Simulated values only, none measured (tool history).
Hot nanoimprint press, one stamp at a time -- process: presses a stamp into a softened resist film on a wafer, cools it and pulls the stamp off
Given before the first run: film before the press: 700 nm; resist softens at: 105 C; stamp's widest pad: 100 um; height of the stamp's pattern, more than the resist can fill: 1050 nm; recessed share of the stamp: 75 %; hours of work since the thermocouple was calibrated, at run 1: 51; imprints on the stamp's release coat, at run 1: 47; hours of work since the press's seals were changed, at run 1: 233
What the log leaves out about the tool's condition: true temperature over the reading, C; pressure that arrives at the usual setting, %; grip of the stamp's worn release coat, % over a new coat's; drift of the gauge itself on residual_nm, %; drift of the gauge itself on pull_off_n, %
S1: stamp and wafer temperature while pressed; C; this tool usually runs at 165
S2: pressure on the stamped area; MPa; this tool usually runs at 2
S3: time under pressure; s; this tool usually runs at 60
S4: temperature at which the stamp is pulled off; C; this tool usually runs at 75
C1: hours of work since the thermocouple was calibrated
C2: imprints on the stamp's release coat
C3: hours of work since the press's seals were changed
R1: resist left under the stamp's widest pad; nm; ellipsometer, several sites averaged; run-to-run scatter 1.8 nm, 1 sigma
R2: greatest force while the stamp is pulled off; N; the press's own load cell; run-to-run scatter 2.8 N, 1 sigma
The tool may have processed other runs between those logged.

| run | hour | S1 | S2 | S3 | S4 | C1 | C2 | C3 | R1 | R2 |
|---|---|---|---|---|---|---|---|---|---|---|
| 1 | 0 | 165 | 2 | 60 | 75 | 51 | 47 | 233 | 365.9 | 228 |
| 2 | 11.1 | 165 | 2 | 60 | 75 | 57 | 67 | 238 | 365.8 | 231 |
| 3 | 24.1 | 165 | 2 | 60 | 75 | 63 | 90 | 245 | 367.4 | 230 |
| 4 | 34.6 | 165 | 2 | 60 | 75 | 68 | 109 | 250 | 367.1 | 232 |
| 5 | 44.1 | 165 | 2 | 60 | 75 | 73 | 126 | 255 | 366.2 | 235 |
| 6 | 50.8 | 165 | 2 | 60 | 75 | 76 | 138 | 258 | 364.6 | 237 |
| 7 | 64.1 | 165 | 2 | 60 | 75 | 83 | 162 | 265 | 366 | 237 |
| 8 | 71.1 | 165 | 2 | 60 | 75 | 86 | 175 | 268 | 365.2 | 231 |
| 9 | 79.4 | 165 | 2 | 60 | 75 | 91 | 190 | 272 | 367.8 | 233 |
| 10 | 92.6 | 165 | 2 | 60 | 75 | 97 | 213 | 279 | 367.9 | 238 |
| 11 | 106 | 176 | 2 | 60 | 75 | 104 | 238 | 285 | 227.5 | 234 |
| 12 | 117.8 | 165 | 2 | 60 | 75 | 110 | 259 | 291 | 367.4 | 239 |
| 13 | 131.9 | 165 | 2 | 60 | 66 | 117 | 284 | 298 | 366.4 | 290 |
| 14 | 140.8 | 165 | 2 | 60 | 66 | 121 | 300 | 303 | 369.3 | 293 |
| 15 | 154 | 174 | 1.28 | 60 | 66 | 128 | 324 | 309 | 313.4 | 299 |
| 16 | 164.1 | 174 | 1.28 | 100 | 81 | 133 | 342 | 314 | 260.9 | 198 |
| 17 | 172.8 | 166 | 2 | 60 | 75 | 137 | 358 | 319 | 350.8 | 246 |
| 18 | 184.2 | 175 | 3.16 | 60 | 75 | 143 | 378 | 324 | 185.8 | 237 |
| 19 | 197.5 | 163 | 3.04 | 44 | 70 | 149 | 402 | 331 | 369 | 277 |
| 20 | 210 | 174 | 3.04 | 87 | 70 | 156 | 425 | 337 | 172.6 | 277 |
| 21 | 225.8 | 170 | 3.04 | 87 | 72 | 163 | 453 | 345 | 208.3 | 259 |
| 22 | 241.5 | 165 | 2 | 62 | 71 | 171 | 481 | 353 | 365.2 | 267 |
| 23 | 252.5 | 165 | 2 | 62 | 71 | 177 | 501 | 358 | 366.7 | 278 |
| 24 | 268.6 | 165 | 2 | 62 | 71 | 185 | 530 | 366 | 367.7 | 273 |

Branching from run 24: 3 alternative next runs. What would each branch give?
| A | 281.9 | 162 | 2.89 | 105 | 71 | 191 | 554 | 373 | ? | ? |
| B | 281.9 | 165 | 2 | 62 | 60 | 191 | 554 | 373 | ? | ? |
| C | 281.9 | 165 | 1.57 | 100 | 75 | 191 | 554 | 373 | ? | ? |

| run | R1 | R2 |
|---|---|---|
| A | 295 | 278 |
| B | 366.1 | 343 |
| C | 351.7 | 255 |
Without the tool's hidden state the same runs would have given:
| run | R1 | R2 |
|---|---|---|
| A | 283.3 | 253 |
| B | 354.4 | 314 |
| C | 340.8 | 232 |
